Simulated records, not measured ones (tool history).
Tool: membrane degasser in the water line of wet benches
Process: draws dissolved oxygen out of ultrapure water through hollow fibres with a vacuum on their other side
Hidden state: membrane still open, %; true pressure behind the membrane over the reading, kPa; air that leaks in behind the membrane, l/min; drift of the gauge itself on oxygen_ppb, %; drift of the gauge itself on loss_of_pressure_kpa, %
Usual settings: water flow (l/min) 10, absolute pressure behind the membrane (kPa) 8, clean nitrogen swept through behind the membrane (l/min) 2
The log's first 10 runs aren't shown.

run    hour  water flow (l/min)  absolute pressure behind the membrane (kPa)  clean nitrogen swept through behind the membrane (l/min)  hours since the membrane was changed  hours since the vacuum gauge was calibrated  hours since the vacuum lines were made tight  dissolved oxygen in the water behind the degasser (ppb)  pressure that the water loses in the fibres (kPa)
      498.1  -- vacuum gauge calibrated
 11     547                  10                                            8                                                         2                                  1516                                           49                                           704                                                     95.6                                              68.96
 12   619.9                  10                                            8                                                         5                                  1589                                          122                                           777                                                       63                                              69.21
 13   655.3                  10                                            8                                                         5                                  1624                                          157                                           812                                                     62.1                                              69.09
 14   698.4                  10                                            8                                                         5                                  1667                                          200                                           855                                                     61.7                                              70.06
 15   739.6                  10                                            8                                                         5                                  1708                                          242                                           896                                                       63                                              69.47
 16   785.5                  10                                            8                                                       3.4                                  1754                                          287                                           942                                                     73.5                                              69.29
 17   854.8                   9                                        10.36                                                         2                                  1824                                          357                                          1012                                                    105.9                                              63.12
 18   893.7                  12                                         5.73                                                      2.72                                  1862                                          396                                          1051                                                     90.7                                              83.84
 19   955.5                   8                                         8.93                                                      2.73                                  1924                                          457                                          1112                                                     60.9                                               55.7
 20    1018                   8                                         8.93                                                      2.73                                  1987                                          520                                          1175                                                     60.8                                              55.73
 21    1081                  11                                         8.75                                                      2.73                                  2050                                          583                                          1238                                                    103.8                                              76.68
 22  1152.2                  13                                        15.69                                                      2.37                                  2121                                          654                                          1309                                                    234.3                                              90.34
 23  1210.3                  13                                        15.69                                                      2.37                                  2179                                          712                                          1367                                                    239.6                                              90.43
 24  1288.3                   9                                        15.69                                                      2.37                                  2257                                          790                                          1445                                                    147.9                                              62.35
 25  1358.2                  10                                            8                                                      1.76                                  2327                                          860                                          1515                                                    104.8                                              69.39
 26  1427.3                  10                                         6.82                                                      2.16                                  2396                                          929                                          1584                                                     78.6                                              70.07
 27  1470.5                  16                                        10.35                                                      1.95                                  2439                                          972                                          1627                                                    261.1                                             110.96

Run 28 comes next. What will it give?
 28  1530.3                  14                                         7.85                                                      1.55                                  2499                                         1032                                          1687                                                        ?                                                  ?

Run 28 gave dissolved oxygen in the water behind the degasser (ppb) 190.4, pressure that the water loses in the fibres (kPa) 97.53.
Without the tool's hidden state the same run would have given dissolved oxygen in the water behind the degasser (ppb) 184.7, pressure that the water loses in the fibres (kPa) 96.6.

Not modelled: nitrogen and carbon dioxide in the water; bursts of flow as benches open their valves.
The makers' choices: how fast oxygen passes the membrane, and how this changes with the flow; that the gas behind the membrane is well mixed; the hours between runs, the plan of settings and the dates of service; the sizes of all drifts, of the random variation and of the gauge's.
